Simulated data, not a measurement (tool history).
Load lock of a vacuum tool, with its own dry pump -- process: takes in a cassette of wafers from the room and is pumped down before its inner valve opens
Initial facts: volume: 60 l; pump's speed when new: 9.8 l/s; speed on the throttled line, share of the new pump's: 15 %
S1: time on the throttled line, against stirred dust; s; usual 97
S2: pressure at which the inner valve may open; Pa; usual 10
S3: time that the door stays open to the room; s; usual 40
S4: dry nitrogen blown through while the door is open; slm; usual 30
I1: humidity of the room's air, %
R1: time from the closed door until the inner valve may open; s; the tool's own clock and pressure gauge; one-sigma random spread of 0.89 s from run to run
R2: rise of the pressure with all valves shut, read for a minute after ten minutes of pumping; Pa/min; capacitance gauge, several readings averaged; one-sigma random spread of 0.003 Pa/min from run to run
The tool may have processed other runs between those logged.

Run 1, hour 0.0: usual settings; I1 46.5. Result: R1 143.2 s, R2 0.040 Pa/min.
Run 2, hour 118.2: usual settings; I1 45.4. Result: R1 142.5 s, R2 0.035 Pa/min.
Run 3, hour 266.3: usual settings; I1 46.1. Result: R1 144.0 s, R2 0.034 Pa/min.
Run 4, hour 368.1: usual settings; I1 45.1. Result: R1 145.1 s, R2 0.038 Pa/min.
Run 5, hour 515.8: usual settings; I1 46.0. Result: R1 145.7 s, R2 0.042 Pa/min.
Run 6, hour 611.5: usual settings; I1 39.5. Result: R1 144.7 s, R2 0.039 Pa/min.
Run 7, hour 752.6: usual settings but S1 60 s; I1 42.1. Result: R1 114.2 s, R2 0.036 Pa/min.
Run 8, hour 902.2: usual settings but S1 60 s; I1 46.2. Result: R1 115.4 s, R2 0.042 Pa/min.
Run 9, hour 973.7: usual settings but S1 60 s, S3 135 s; I1 44.8. Result: R1 113.9 s, R2 0.055 Pa/min.
Run 10, hour 1108.8: usual settings but S1 60 s, S3 135 s; I1 44.1. Result: R1 113.4 s, R2 0.058 Pa/min.
Run 11, hour 1232.9: usual settings but S1 84 s, S3 135 s; I1 43.5. Result: R1 134.1 s, R2 0.062 Pa/min.
Run 12, hour 1352.6: usual settings but S3 153 s, S4 27 slm; I1 42.9. Result: R1 145.4 s, R2 0.068 Pa/min.
Run 13, hour 1479.2: usual settings but S1 110 s, S3 165 s, S4 27 slm; I1 44.6. Result: R1 157.2 s, R2 0.071 Pa/min.
Run 14, hour 1584.2: usual settings but S1 110 s, S3 165 s, S4 27 slm; I1 43.5. Result: R1 157.5 s, R2 0.066 Pa/min.
Run 15, hour 1710.5: usual settings but S1 134 s, S3 74 s, S4 4 slm; I1 42.0. Result: R1 175.0 s, R2 0.084 Pa/min.
Run 16, hour 1861.8: usual settings but S2 18 Pa, S3 29 s; I1 45.6. Result: R1 142.4 s, R2 0.050 Pa/min.
Run 17, hour 2014.3: usual settings but S2 18 Pa, S3 29 s; I1 47.0. Result: R1 141.5 s, R2 0.039 Pa/min.
Run 18, hour 2119.3: usual settings but S1 56 s, S4 17 slm; I1 46.7. Result: R1 112.2 s, R2 0.053 Pa/min.
Run 19, hour 2234.7: usual settings but S1 78 s, S4 18 slm; I1 47.8. Result: R1 130.2 s, R2 0.052 Pa/min.

Selected run-to-run steps in R1, each split into two signed amounts: the part the tool would show with no hidden state at all (from settings, incoming material and random variation), and the remainder, which goes to the hidden state together with any gauge scatter not common to the measured and the hidden-state-free results:
Unlogged tool condition in this case: pump's speed, % of a new pump's; leak at the door's seal, Pa l/s; drift of the gauge itself on ready_s, %; drift of the gauge itself on rise_pa_min, %.
Run 15 -> 16: S1 134 -> 97, S2 10 -> 18, S3 74 -> 29, S4 4 -> 30. R1 -32.6 s: hidden state +0.5, all else -33.1.
Run 17 -> 18: S1 97 -> 56, S2 18 -> 10, S3 29 -> 40, S4 30 -> 17. R1 -29.3 s: hidden state +1.9, all else -31.2.
